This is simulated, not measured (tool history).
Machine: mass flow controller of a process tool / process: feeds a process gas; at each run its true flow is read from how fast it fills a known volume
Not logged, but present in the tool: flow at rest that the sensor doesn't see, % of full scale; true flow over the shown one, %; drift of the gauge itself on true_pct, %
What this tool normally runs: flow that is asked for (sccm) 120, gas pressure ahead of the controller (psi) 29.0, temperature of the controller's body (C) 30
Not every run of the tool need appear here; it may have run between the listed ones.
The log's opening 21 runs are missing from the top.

| run | hour | flow that is asked for (sccm) | gas pressure ahead of the controller (psi) | temperature of the controller's body (C) | hours of work since the controller was set to zero | hours of work since the controller was changed | true flow (%) |
|---|---|---|---|---|---|---|---|
| 22 | 4931.5 | 27 | 29.0 | 23 | 257 | 2788 | 97.71 |
| 23 | 5228.3 | 27 | 29.0 | 23 | 407 | 2938 | 97.59 |
| 24 | 5422.6 | 120 | 20.5 | 30 | 505 | 3036 | 98.62 |
| 25 | 5729.1 | 120 | 20.5 | 30 | 660 | 3191 | 98.56 |
| 26 | 5933.1 | 127 | 33.9 | 32 | 764 | 3294 | 99.23 |
| 27 | 6214.8 | 127 | 33.9 | 32 | 906 | 3437 | 99.30 |
| 28 | 6464.2 | 58 | 35.8 | 34 | 1033 | 3563 | 98.97 |
| 29 | 6726.0 | 120 | 29.0 | 35 | 1165 | 3696 | 99.24 |
| 30 | 6982.1 | 120 | 29.0 | 37 | 1295 | 3825 | 99.37 |
| 31 | 7171.2 | 30 | 23.6 | 22 | 1390 | 3921 | 97.65 |
| 32 | 7410.6 | 120 | 35.2 | 30 | 1511 | 4042 | 98.86 |
| 33 | 7695.5 | 120 | 35.2 | 30 | 1656 | 4186 | 98.90 |
| 34 | 7837.5 | 120 | 35.2 | 30 | 1727 | 4258 | 98.79 |
| 35 | 8113.4 | 120 | 27.1 | 30 | 1867 | 4398 | 98.57 |
| 36 | 8352.0 | 120 | 38.6 | 30 | 1988 | 4519 | 98.92 |
| 37 | 8603.9 | 107 | 40.5 | 30 | 2115 | 4646 | 98.95 |
| 38 | 8778.7 | 66 | 21.3 | 26 | 2204 | 4734 | 97.82 |
| 39 | 8908.8 | 39 | 35.2 | 28 | 2270 | 4800 | 98.67 |

Consider 3 possible next runs. They are alternatives, not a sequence: every one starts from the tool as it was left by run 39. What does each give?
| A | 9090.9 | 120 | 29.0 | 33 | 2362 | 4892 | ? |
| B | 9090.9 | 153 | 30.5 | 28 | 2362 | 4892 | ? |
| C | 9090.9 | 66 | 21.8 | 30 | 2362 | 4892 | ? |

| run | true flow (%) |
|---|---|
| A | 98.99 |
| B | 98.72 |
| C | 98.19 |
The same runs, with their run-to-run variation unchanged, on a tool lacking any hidden condition would have given:
| run | true flow (%) |
|---|---|
| A | 100.04 |
| B | 99.84 |
| C | 98.93 |
